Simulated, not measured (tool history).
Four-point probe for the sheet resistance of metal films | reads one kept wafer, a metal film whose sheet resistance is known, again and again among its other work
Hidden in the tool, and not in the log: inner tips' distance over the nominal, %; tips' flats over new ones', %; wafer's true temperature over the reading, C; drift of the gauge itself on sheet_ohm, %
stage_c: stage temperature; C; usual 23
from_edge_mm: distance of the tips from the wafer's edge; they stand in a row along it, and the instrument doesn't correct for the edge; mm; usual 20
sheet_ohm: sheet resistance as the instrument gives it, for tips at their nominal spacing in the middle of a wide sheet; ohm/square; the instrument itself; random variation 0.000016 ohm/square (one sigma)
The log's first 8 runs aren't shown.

run     day  stage_c  from_edge_mm  touches since the probe head was changed  hours of work since the stage's thermometer was calibrated  sheet_ohm
  9   7.025       23             8                                     23392                                                         998   0.079458
 10   8.333       23             8                                     24881                                                        1019   0.079492
 11   9.225       23            20                                     25900                                                        1033   0.079247
 12   9.825       23            20                                     26581                                                        1042   0.079257
 13   10.55       23            20                                     27407                                                        1053   0.079248
 14  11.488       23            20                                     28476                                                        1068   0.079233
 15  12.867       23            54                                     30047                                                        1090   0.079225
 16  13.529       23            19                                     30800                                                        1100   0.079265
 17    14.8       26            20                                     32250                                                        1120    0.07945
 18  15.554       23            20                                     33105                                                        1132   0.079266
 19  16.129       23            20                                     33761                                                        1141   0.079254
 20  17.517       23            20                                     35341                                                        1162   0.079274
 21  18.704       23            20                                     36693                                                        1181   0.079234
 22  19.592       23            20                                     37705                                                        1195   0.079235
 23  20.683       22            37                                     38947                                                        1212   0.079147
 24  21.392       20            20                                     39754                                                        1223   0.079052
 25  22.192       20            20                                     40664                                                        1236   0.079043
 26  23.533       29             4                                     42194                                                        1257   0.080666
 27  24.762       29             4                                     43596                                                        1276   0.080669

Forecast run 28:
 28  25.871       18             5                                     44856                                                        1293          ?

Run 28 gave sheet_ohm 0.079547 ohm/square.
Without the tool's hidden state the same run would have given sheet_ohm 0.079544 ohm/square.
